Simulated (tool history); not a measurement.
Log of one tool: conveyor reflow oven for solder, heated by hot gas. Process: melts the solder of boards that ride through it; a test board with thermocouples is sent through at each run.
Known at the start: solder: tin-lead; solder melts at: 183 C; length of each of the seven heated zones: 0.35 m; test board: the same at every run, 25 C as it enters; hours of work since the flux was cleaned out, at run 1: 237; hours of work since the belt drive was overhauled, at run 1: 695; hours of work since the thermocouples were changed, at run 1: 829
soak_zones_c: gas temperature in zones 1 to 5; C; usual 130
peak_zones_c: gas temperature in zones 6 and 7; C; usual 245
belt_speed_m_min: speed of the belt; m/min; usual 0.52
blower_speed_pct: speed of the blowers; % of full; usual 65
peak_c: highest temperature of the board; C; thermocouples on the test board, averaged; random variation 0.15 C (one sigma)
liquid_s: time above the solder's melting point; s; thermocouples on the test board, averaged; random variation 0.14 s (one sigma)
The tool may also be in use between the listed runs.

| run | hour | soak_zones_c | peak_zones_c | belt_speed_m_min | blower_speed_pct | hours of work since the flux was cleaned out | hours of work since the belt drive was overhauled | hours of work since the thermocouples were changed | peak_c | liquid_s |
|---|---|---|---|---|---|---|---|---|---|---|
| 1 | 0 | 130 | 245 | 0.52 | 65 | 237 | 695 | 829 | 228.4 | 66.5 |
| 2 | 92.7 | 130 | 245 | 0.52 | 65 | 284 | 742 | 876 | 228.6 | 66.5 |
| 3 | 150.2 | 130 | 245 | 0.463 | 65 | 313 | 772 | 906 | 232.7 | 77.9 |
|  | 161.7 | flux residue cleaned out of gas plates and filters |
| 4 | 206.9 | 130 | 258 | 0.52 | 65 | 23 | 798 | 932 | 241.6 | 74.1 |
| 5 | 247.9 | 130 | 258 | 0.52 | 65 | 44 | 819 | 953 | 241.7 | 74.2 |
| 6 | 290.4 | 130 | 245 | 0.52 | 65 | 66 | 841 | 975 | 229.7 | 67.1 |
| 7 | 384.6 | 130 | 235 | 0.52 | 65 | 114 | 889 | 1023 | 221.1 | 61.3 |
| 8 | 425.1 | 130 | 235 | 0.52 | 65 | 135 | 910 | 1044 | 220.9 | 61.3 |
| 9 | 468.6 | 130 | 245 | 0.52 | 65 | 157 | 932 | 1066 | 229.5 | 67.4 |
| 10 | 559.3 | 130 | 245 | 0.52 | 65 | 203 | 978 | 1112 | 229.5 | 67.5 |
|  | 567.6 | belt drive overhauled, speed set with a stopwatch |
|  | 607.4 | thermocouples of zones 6 and 7 changed |
| 11 | 650.7 | 130 | 245 | 0.52 | 65 | 247 | 41 | 22 | 227 | 66.6 |
| 12 | 722 | 130 | 245 | 0.52 | 65 | 283 | 78 | 59 | 227.2 | 66.3 |
|  | 797.4 | flux residue cleaned out of gas plates and filters |
| 13 | 804.3 | 130 | 245 | 0.52 | 65 | 4 | 117 | 98 | 228.7 | 67.3 |
| 14 | 892.2 | 130 | 245 | 0.52 | 65 | 48 | 162 | 143 | 228.6 | 67.4 |
| 15 | 979.5 | 124 | 249 | 0.557 | 54 | 93 | 207 | 188 | 224.6 | 58.2 |
| 16 | 1064.3 | 124 | 249 | 0.557 | 54 | 136 | 250 | 231 | 224.5 | 58 |
|  | 1117.3 | belt drive overhauled, speed set with a stopwatch, once more |
| 17 | 1140.4 | 136 | 257 | 0.422 | 55 | 173 | 12 | 268 | 244 | 93.8 |
| 18 | 1185.2 | 127 | 245 | 0.52 | 65 | 196 | 35 | 291 | 226.9 | 64.1 |
| 19 | 1273.3 | 141 | 245 | 0.496 | 65 | 241 | 80 | 336 | 230.9 | 74.5 |
| 20 | 1358.6 | 141 | 237 | 0.456 | 75 | 285 | 123 | 379 | 227.9 | 79.8 |
|  | 1424.5 | flux residue cleaned out of gas plates and filters |
| 21 | 1456.4 | 137 | 245 | 0.52 | 65 | 16 | 171 | 427 | 230 | 69.3 |
| 22 | 1534.3 | 137 | 245 | 0.52 | 65 | 56 | 211 | 466 | 230.3 | 69.5 |
| 23 | 1631.3 | 137 | 245 | 0.52 | 52 | 106 | 260 | 516 | 226.2 | 66.5 |
| 24 | 1713.9 | 130 | 257 | 0.61 | 54 | 148 | 302 | 558 | 228.6 | 56.1 |
| 25 | 1773.6 | 130 | 257 | 0.61 | 54 | 178 | 333 | 589 | 228.7 | 56.1 |
| 26 | 1830.3 | 130 | 257 | 0.61 | 54 | 207 | 362 | 618 | 228.1 | 55.9 |
| 27 | 1920.3 | 130 | 257 | 0.61 | 54 | 253 | 408 | 664 | 228.2 | 55.6 |
| 28 | 1998.5 | 130 | 239 | 0.538 | 54 | 293 | 448 | 704 | 218.6 | 56.5 |

Forecast each of these 5 alternatives for the next run:
|  | 2049.4 | flux residue cleaned out of gas plates and filters |
| A | 2096.4 | 137 | 245 | 0.52 | 65 | 24 | 495 | 751 | ? | ? |
|  | 2049.4 | flux residue cleaned out of gas plates and filters |
| B | 2096.4 | 139 | 245 | 0.448 | 65 | 24 | 495 | 751 | ? | ? |
|  | 2049.4 | flux residue cleaned out of gas plates and filters |
| C | 2096.4 | 130 | 239 | 0.538 | 85 | 24 | 495 | 751 | ? | ? |
|  | 2049.4 | flux residue cleaned out of gas plates and filters |
| D | 2096.4 | 126 | 237 | 0.509 | 65 | 24 | 495 | 751 | ? | ? |
|  | 2049.4 | flux residue cleaned out of gas plates and filters |
| E | 2096.4 | 130 | 247 | 0.603 | 76 | 24 | 495 | 751 | ? | ? |

| run | peak_c | liquid_s |
|---|---|---|
| A | 230.9 | 70 |
| B | 235.7 | 85.6 |
| C | 227.8 | 64 |
| D | 222.4 | 62.7 |
| E | 228.7 | 57.2 |
Without the tool's hidden state the same runs would have given:
| run | peak_c | liquid_s |
|---|---|---|
| A | 228.4 | 68.1 |
| B | 233.1 | 83.6 |
| C | 225.4 | 62.2 |
| D | 219.9 | 60.5 |
| E | 226.3 | 55.5 |
